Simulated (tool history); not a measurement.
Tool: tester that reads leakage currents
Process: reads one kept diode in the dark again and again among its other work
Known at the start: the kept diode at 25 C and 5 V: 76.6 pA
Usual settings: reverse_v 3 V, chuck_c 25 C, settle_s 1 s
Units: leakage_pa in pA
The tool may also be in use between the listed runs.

run      day  reverse_v  chuck_c  settle_s  leakage_pa
  1        0          3       25         1       59.96
  2    3.488          3       25         1       60.64
  3    6.558          3       25         1       60.53
  4   11.296          3       25         1       61.98
  5   13.467          3       25         1       62.22
  6   17.892          3       25      1.38       62.59
  7   21.304          3       25      1.38       63.14
  8   25.212          3       25         1       64.13
  9   28.542       5.76       25         1       96.19
 10   33.171       5.76       25         1       97.58
 11   36.404       5.76       25         1       98.42
        40.3  -- chuck's temperature calibrated
 12     40.3       5.76       25         1       86.21
 13   44.279       5.76       25         1       87.48
 14   47.633       5.76       25         1       88.24
 15   50.962          3       25         1       59.36
 16   52.992          3       25      1.03       59.57
 17   56.304          3       25      1.03       59.89
 18   60.767          3       25      1.03       60.77
 19     63.3          3       25      1.03       61.03
 20   68.188      17.19       32      0.53      315.03
 21   70.408          3       41      6.04      211.07
 22   73.617          3       41      6.04      211.78
 23   76.479          3       39      6.23      183.25
 24   79.475       2.96       21         1       45.96
 25   83.321          3       25       8.9        63.1
 26   86.008          3       25       8.9       64.01
 27   88.483       3.69       45      0.31       333.6
      89.633  -- chuck's temperature calibrated
 28   91.621      13.47       33         1      272.43
 29   94.338      13.47       34      0.77      296.29
 30   97.925      13.39       34      8.56      294.71
 31  102.667       1.06       30      0.67       47.45
 32  105.108       1.06       43      0.92      125.96
 33  109.875       1.06       43      0.92      127.79
 34  112.833       6.75       56      0.69      969.43
 35  115.771       6.75       56      0.69      980.72
 36  119.812       6.75       56      0.69      989.33
 37  124.146       3.08       41      8.72      215.49
       128.6  -- tester calibrated
 38  128.829       7.55       25      4.21      114.29

Hidden state or all else? Some run-to-run changes of leakage_pa, split into what the settings, what came in and random variation would give without the hidden state, and what is left for the hidden state (with any gauge scatter that isn't in both results):
The hidden state here: stray current of the dirty probe card, pA a volt; current scale over the true one, %; true chuck temperature over the reading, C; drift of the gauge itself on leakage_pa, %.
Run 26 -> 27: reverse_v 3 -> 3.69, chuck_c 25 -> 45, settle_s 8.9 -> 0.31. leakage_pa +269.59 pA: hidden state +22.5, all else +247.09.
Run 27 -> 28: reverse_v 3.69 -> 13.47, chuck_c 45 -> 33, settle_s 0.31 -> 1, chuck's temperature calibrated. leakage_pa -61.17 pA: hidden state -26.66, all else -34.51.
Run 33 -> 34: reverse_v 1.06 -> 6.75, chuck_c 43 -> 56, settle_s 0.92 -> 0.69. leakage_pa +841.64 pA: hidden state +26.78, all else +814.86.
Run 36 -> 37: reverse_v 6.75 -> 3.08, chuck_c 56 -> 41, settle_s 0.69 -> 8.72. leakage_pa -773.84 pA: hidden state -31.3, all else -742.54.

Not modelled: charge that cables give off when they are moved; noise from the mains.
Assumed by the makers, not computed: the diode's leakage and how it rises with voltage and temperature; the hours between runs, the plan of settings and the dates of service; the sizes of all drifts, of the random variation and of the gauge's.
